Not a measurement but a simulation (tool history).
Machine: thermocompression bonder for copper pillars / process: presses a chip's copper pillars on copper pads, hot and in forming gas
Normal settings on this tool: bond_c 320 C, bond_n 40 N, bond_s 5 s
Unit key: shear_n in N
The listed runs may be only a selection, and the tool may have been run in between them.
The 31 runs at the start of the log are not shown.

Run 32, day 45.529: usual settings but bond_c 341 C, bond_n 32 N, bond_s 12 s. Result: shear_n 111.5 N.
Run 33, day 46.733: usual settings but bond_c 311 C, bond_s 14 s. Result: shear_n 100.4 N.
Run 34, day 48.229: usual settings but bond_c 341 C, bond_n 59 N, bond_s 14 s. Result: shear_n 123.4 N.
Run 35, day 49.588: usual settings but bond_c 341 C, bond_n 59 N, bond_s 14 s. Result: shear_n 125.0 N.
Run 36, day 51.229: usual settings but bond_c 341 C, bond_n 35 N, bond_s 3 s. Result: shear_n 82.7 N.
Run 37, day 52.142: usual settings but bond_c 348 C, bond_n 56 N. Result: shear_n 111.3 N.
Run 38, day 53.962: usual settings but bond_s 4 s. Result: shear_n 76.7 N.
Run 39, day 54.979: usual settings but bond_c 317 C, bond_n 39 N, bond_s 9 s. Result: shear_n 92.3 N.
Run 40, day 56.862: usual settings but bond_c 313 C, bond_n 51 N. Result: shear_n 84.1 N.

Forecast each of these 4 alternatives for the next run:
Run A, day 58.317: usual settings but bond_c 323 C. Result: shear_n ?.
Run B, day 58.317: usual settings but bond_c 338 C, bond_s 3 s. Result: shear_n ?.
Run C, day 58.317: usual settings but bond_n 29 N, bond_s 11 s. Result: shear_n ?.
Run D, day 58.317: usual settings but bond_c 313 C, bond_n 51 N, bond_s 3 s. Result: shear_n ?.

run  shear_n
  A     86.1
  B     84.4
  C     90.2
  D     74.2
The same runs, with their run-to-run variation unchanged, on a tool lacking any hidden condition would have given:
run  shear_n
  A     92.6
  B     91.0
  C     97.0
  D     80.0
